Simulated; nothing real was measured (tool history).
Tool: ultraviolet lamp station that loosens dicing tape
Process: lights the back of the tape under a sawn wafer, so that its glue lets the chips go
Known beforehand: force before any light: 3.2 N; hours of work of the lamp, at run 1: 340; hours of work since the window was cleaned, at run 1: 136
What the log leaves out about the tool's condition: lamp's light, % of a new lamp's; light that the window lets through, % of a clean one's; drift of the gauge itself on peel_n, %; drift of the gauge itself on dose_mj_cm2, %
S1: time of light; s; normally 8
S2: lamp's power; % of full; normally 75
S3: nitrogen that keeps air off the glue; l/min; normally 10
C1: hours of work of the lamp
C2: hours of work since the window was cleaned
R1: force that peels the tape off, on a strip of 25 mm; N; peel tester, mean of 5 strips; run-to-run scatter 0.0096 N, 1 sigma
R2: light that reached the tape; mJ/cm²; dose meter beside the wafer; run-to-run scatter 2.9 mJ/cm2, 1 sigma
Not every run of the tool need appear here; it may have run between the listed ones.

{"run": 1, "hour": 0.0, "S1": 8, "S2": 75, "S3": 10, "C1": 340, "C2": 136, "R1": 0.488, "R2": 360}
{"run": 2, "hour": 34.2, "S1": 8, "S2": 75, "S3": 10, "C1": 361, "C2": 157, "R1": 0.516, "R2": 362}
{"run": 3, "hour": 93.9, "S1": 5, "S2": 75, "S3": 10, "C1": 397, "C2": 193, "R1": 0.925, "R2": 223}
{"run": 4, "hour": 132.9, "S1": 8, "S2": 75, "S3": 12, "C1": 421, "C2": 217, "R1": 0.455, "R2": 345}
{"run": 5, "hour": 193.1, "S1": 8, "S2": 75, "S3": 12, "C1": 458, "C2": 254, "R1": 0.479, "R2": 339}
{"run": 6, "hour": 248.8, "S1": 8, "S2": 75, "S3": 3, "C1": 493, "C2": 288, "R1": 1.009, "R2": 335}
{"run": 7, "hour": 308.7, "S1": 8, "S2": 75, "S3": 4, "C1": 529, "C2": 325, "R1": 0.923, "R2": 325}
{"run": 8, "hour": 347.5, "S1": 8, "S2": 75, "S3": 4, "C1": 553, "C2": 349, "R1": 0.951, "R2": 327}
{"run": 9, "hour": 410.3, "S1": 8, "S2": 75, "S3": 4, "C1": 592, "C2": 388, "R1": 0.952, "R2": 318}
{"run": 10, "hour": 467.1, "S1": 8, "S2": 75, "S3": 4, "C1": 627, "C2": 422, "R1": 0.973, "R2": 308}
{"run": 11, "hour": 536.2, "S1": 8, "S2": 75, "S3": 4, "C1": 669, "C2": 465, "R1": 1.032, "R2": 301}
{"run": 12, "hour": 601.6, "S1": 8, "S2": 75, "S3": 10, "C1": 709, "C2": 505, "R1": 0.66, "R2": 299}
{"run": 13, "hour": 658.9, "S1": 8, "S2": 75, "S3": 10, "C1": 744, "C2": 540, "R1": 0.65, "R2": 294}
{"run": 14, "hour": 729.8, "S1": 8, "S2": 75, "S3": 9, "C1": 788, "C2": 584, "R1": 0.738, "R2": 285}
{"run": 15, "hour": 793.8, "S1": 8, "S2": 75, "S3": 9, "C1": 827, "C2": 623, "R1": 0.747, "R2": 277}
{"hour": 824.8, "done": "window cleaned of glue's vapour"}
{"run": 16, "hour": 832.7, "S1": 8, "S2": 71, "S3": 10, "C1": 851, "C2": 5, "R1": 0.658, "R2": 302}
{"run": 17, "hour": 876.6, "S1": 8, "S2": 71, "S3": 10, "C1": 878, "C2": 32, "R1": 0.655, "R2": 299}
{"run": 18, "hour": 910.7, "S1": 9, "S2": 75, "S3": 10, "C1": 899, "C2": 53, "R1": 0.513, "R2": 352}
{"run": 19, "hour": 974.3, "S1": 9, "S2": 75, "S3": 10, "C1": 938, "C2": 92, "R1": 0.549, "R2": 341}
{"run": 20, "hour": 1040.0, "S1": 9, "S2": 75, "S3": 10, "C1": 978, "C2": 132, "R1": 0.55, "R2": 332}
{"run": 21, "hour": 1109.0, "S1": 8, "S2": 81, "S3": 10, "C1": 1021, "C2": 175, "R1": 0.608, "R2": 307}
{"run": 22, "hour": 1167.6, "S1": 6, "S2": 75, "S3": 10, "C1": 1057, "C2": 211, "R1": 0.943, "R2": 209}
{"run": 23, "hour": 1211.0, "S1": 6, "S2": 75, "S3": 10, "C1": 1083, "C2": 237, "R1": 1.001, "R2": 207}
{"run": 24, "hour": 1262.1, "S1": 8, "S2": 98, "S3": 10, "C1": 1115, "C2": 269, "R1": 0.531, "R2": 353}
{"hour": 1290.4, "done": "lamp changed"}
{"run": 25, "hour": 1304.6, "S1": 8, "S2": 88, "S3": 10, "C1": 9, "C2": 294, "R1": 0.359, "R2": 451}
{"run": 26, "hour": 1357.7, "S1": 8, "S2": 62, "S3": 10, "C1": 41, "C2": 327, "R1": 0.6, "R2": 311}
{"run": 27, "hour": 1396.3, "S1": 9, "S2": 65, "S3": 13, "C1": 65, "C2": 350, "R1": 0.426, "R2": 362}
{"run": 28, "hour": 1461.4, "S1": 15, "S2": 92, "S3": 4, "C1": 105, "C2": 390, "R1": 0.285, "R2": 849}
{"run": 29, "hour": 1495.3, "S1": 5, "S2": 94, "S3": 19, "C1": 126, "C2": 411, "R1": 0.498, "R2": 290}
{"run": 30, "hour": 1551.1, "S1": 5, "S2": 94, "S3": 19, "C1": 160, "C2": 445, "R1": 0.526, "R2": 280}
{"run": 31, "hour": 1590.9, "S1": 5, "S2": 94, "S3": 19, "C1": 185, "C2": 470, "R1": 0.529, "R2": 276}
{"run": 32, "hour": 1636.2, "S1": 5, "S2": 64, "S3": 6, "C1": 212, "C2": 498, "R1": 1.301, "R2": 184}
{"run": 33, "hour": 1685.6, "S1": 5, "S2": 72, "S3": 6, "C1": 243, "C2": 528, "R1": 1.211, "R2": 207}
{"run": 34, "hour": 1732.2, "S1": 5, "S2": 72, "S3": 6, "C1": 271, "C2": 557, "R1": 1.258, "R2": 202}
{"run": 35, "hour": 1798.5, "S1": 5, "S2": 63, "S3": 4, "C1": 312, "C2": 597, "R1": 1.606, "R2": 172}
{"run": 36, "hour": 1847.0, "S1": 5, "S2": 63, "S3": 4, "C1": 342, "C2": 627, "R1": 1.599, "R2": 173}
{"hour": 1872.5, "done": "window cleaned of glue's vapour"}
{"run": 37, "hour": 1893.7, "S1": 5, "S2": 63, "S3": 4, "C1": 370, "C2": 13, "R1": 1.456, "R2": 196}
{"run": 38, "hour": 1926.5, "S1": 5, "S2": 99, "S3": 3, "C1": 390, "C2": 33, "R1": 1.167, "R2": 302}
{"run": 39, "hour": 1972.3, "S1": 5, "S2": 99, "S3": 3, "C1": 419, "C2": 61, "R1": 1.203, "R2": 294}
{"run": 40, "hour": 2035.8, "S1": 6, "S2": 62, "S3": 19, "C1": 457, "C2": 100, "R1": 0.737, "R2": 217}
{"run": 41, "hour": 2090.6, "S1": 6, "S2": 83, "S3": 6, "C1": 491, "C2": 134, "R1": 0.883, "R2": 282}
{"run": 42, "hour": 2119.4, "S1": 8, "S2": 99, "S3": 10, "C1": 509, "C2": 152, "R1": 0.376, "R2": 452}

How the hidden state differs across the entries between the runs, from the last listed run before each to the first after it:
Runs 15 to 16: window cleaned of glue's vapour (hour 824.8)
  lamp's light, % of a new lamp's: 77.2 -> 76.5; light that the window lets through, % of a clean one's: 86.4 -> 99.7
  measured minus no-state result, R1: +0.308 -> +0.201 N; R2: -138 -> -94 mJ/cm²
Runs 24 to 25: lamp changed (hour 1290.4)
  lamp's light, % of a new lamp's: 69.4 -> 99.5; light that the window lets through, % of a clean one's: 93.9 -> 93.3
  measured minus no-state result, R1: +0.222 -> +0.032 N; R2: -189 -> -35 mJ/cm²
Runs 36 to 37: window cleaned of glue's vapour (hour 1872.5)
  lamp's light, % of a new lamp's: 90.4 -> 89.6; light that the window lets through, % of a clean one's: 86.2 -> 98.5
  measured minus no-state result, R1: +0.262 -> +0.131 N; R2: -49 -> -26 mJ/cm²

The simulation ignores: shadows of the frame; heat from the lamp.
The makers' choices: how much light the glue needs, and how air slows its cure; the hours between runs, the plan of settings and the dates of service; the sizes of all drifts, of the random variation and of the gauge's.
